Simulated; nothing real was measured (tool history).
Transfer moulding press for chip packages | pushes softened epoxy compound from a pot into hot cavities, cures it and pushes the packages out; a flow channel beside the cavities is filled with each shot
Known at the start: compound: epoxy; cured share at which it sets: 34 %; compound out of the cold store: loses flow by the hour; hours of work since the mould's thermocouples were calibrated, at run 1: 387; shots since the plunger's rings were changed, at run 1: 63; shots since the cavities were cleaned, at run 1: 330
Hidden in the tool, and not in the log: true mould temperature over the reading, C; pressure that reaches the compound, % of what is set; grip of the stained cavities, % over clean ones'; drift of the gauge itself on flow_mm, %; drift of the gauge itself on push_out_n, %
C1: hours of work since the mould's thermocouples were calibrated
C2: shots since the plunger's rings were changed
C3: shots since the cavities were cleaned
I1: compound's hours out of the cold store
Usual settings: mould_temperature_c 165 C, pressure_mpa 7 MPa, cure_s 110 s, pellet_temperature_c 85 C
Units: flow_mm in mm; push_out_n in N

{"run": 1, "hour": 0.0, "mould_temperature_c": 165, "pressure_mpa": 7, "cure_s": 110, "pellet_temperature_c": 85, "C1": 387, "C2": 63, "C3": 330, "I1": 28.9, "flow_mm": 966, "push_out_n": 741}
{"run": 2, "hour": 26.8, "mould_temperature_c": 165, "pressure_mpa": 7, "cure_s": 110, "pellet_temperature_c": 85, "C1": 400, "C2": 265, "C3": 532, "I1": 47.4, "flow_mm": 862, "push_out_n": 794}
{"hour": 32.7, "done": "cavities cleaned with cleaning compound and waxed"}
{"run": 3, "hour": 76.6, "mould_temperature_c": 165, "pressure_mpa": 7, "cure_s": 101, "pellet_temperature_c": 85, "C1": 423, "C2": 630, "C3": 331, "I1": 43.7, "flow_mm": 881, "push_out_n": 837}
{"hour": 107.2, "done": "cavities cleaned with cleaning compound and waxed"}
{"run": 4, "hour": 143.8, "mould_temperature_c": 165, "pressure_mpa": 7, "cure_s": 101, "pellet_temperature_c": 85, "C1": 454, "C2": 1126, "C3": 276, "I1": 18.1, "flow_mm": 1027, "push_out_n": 851}
{"hour": 180.3, "done": "cavities cleaned with cleaning compound and waxed"}
{"run": 5, "hour": 202.7, "mould_temperature_c": 165, "pressure_mpa": 7, "cure_s": 93, "pellet_temperature_c": 85, "C1": 482, "C2": 1559, "C3": 169, "I1": 19.7, "flow_mm": 1007, "push_out_n": 862}
{"hour": 253.4, "done": "cavities cleaned with cleaning compound and waxed"}
{"run": 6, "hour": 259.9, "mould_temperature_c": 165, "pressure_mpa": 7, "cure_s": 93, "pellet_temperature_c": 85, "C1": 508, "C2": 1979, "C3": 50, "I1": 38.6, "flow_mm": 899, "push_out_n": 693}
{"run": 7, "hour": 311.7, "mould_temperature_c": 165, "pressure_mpa": 5.41, "cure_s": 93, "pellet_temperature_c": 85, "C1": 533, "C2": 2369, "C3": 440, "I1": 35, "flow_mm": 807, "push_out_n": 1027}
{"hour": 328.3, "done": "cavities cleaned with cleaning compound and waxed"}
{"run": 8, "hour": 368.7, "mould_temperature_c": 165, "pressure_mpa": 6.04, "cure_s": 100, "pellet_temperature_c": 85, "C1": 560, "C2": 2788, "C3": 305, "I1": 34.2, "flow_mm": 846, "push_out_n": 807}
{"hour": 403.9, "done": "cavities cleaned with cleaning compound and waxed"}
{"run": 9, "hour": 413.3, "mould_temperature_c": 165, "pressure_mpa": 5.64, "cure_s": 144, "pellet_temperature_c": 81, "C1": 581, "C2": 3113, "C3": 71, "I1": 19.9, "flow_mm": 903, "push_out_n": 507}
{"hour": 435.6, "done": "plunger's sealing rings changed"}
{"run": 10, "hour": 457.3, "mould_temperature_c": 165, "pressure_mpa": 7, "cure_s": 122, "pellet_temperature_c": 89, "C1": 600, "C2": 163, "C3": 384, "I1": 8.8, "flow_mm": 1097, "push_out_n": 749}
{"hour": 481.6, "done": "cavities cleaned with cleaning compound and waxed"}
{"run": 11, "hour": 502.9, "mould_temperature_c": 165, "pressure_mpa": 7, "cure_s": 122, "pellet_temperature_c": 89, "C1": 622, "C2": 496, "C3": 161, "I1": 31.7, "flow_mm": 949, "push_out_n": 611}
{"hour": 558.1, "done": "cavities cleaned with cleaning compound and waxed"}
{"run": 12, "hour": 558.2, "mould_temperature_c": 165, "pressure_mpa": 7, "cure_s": 118, "pellet_temperature_c": 89, "C1": 647, "C2": 902, "C3": 1, "I1": 9, "flow_mm": 1091, "push_out_n": 472}

Forecast each of these 3 alternatives for the next run:
{"run": "A", "hour": 619.0, "mould_temperature_c": 165, "pressure_mpa": 5.5, "cure_s": 125, "pellet_temperature_c": 85, "C1": 676, "C2": 1360, "C3": 459, "I1": 10.5, "flow_mm": "?", "push_out_n": "?"}
{"run": "B", "hour": 619.0, "mould_temperature_c": 169, "pressure_mpa": 7, "cure_s": 128, "pellet_temperature_c": 81, "C1": 676, "C2": 1360, "C3": 459, "I1": 44.7, "flow_mm": "?", "push_out_n": "?"}
{"run": "C", "hour": 619.0, "mould_temperature_c": 170, "pressure_mpa": 6.75, "cure_s": 131, "pellet_temperature_c": 85, "C1": 676, "C2": 1360, "C3": 459, "I1": 25.9, "flow_mm": "?", "push_out_n": "?"}

run=A flow_mm=958 push_out_n=775
run=B flow_mm=859 push_out_n=752
run=C flow_mm=937 push_out_n=699
Without the tool's hidden state the same runs would have given:
run=A flow_mm=963 push_out_n=442
run=B flow_mm=864 push_out_n=442
run=C flow_mm=943 push_out_n=410

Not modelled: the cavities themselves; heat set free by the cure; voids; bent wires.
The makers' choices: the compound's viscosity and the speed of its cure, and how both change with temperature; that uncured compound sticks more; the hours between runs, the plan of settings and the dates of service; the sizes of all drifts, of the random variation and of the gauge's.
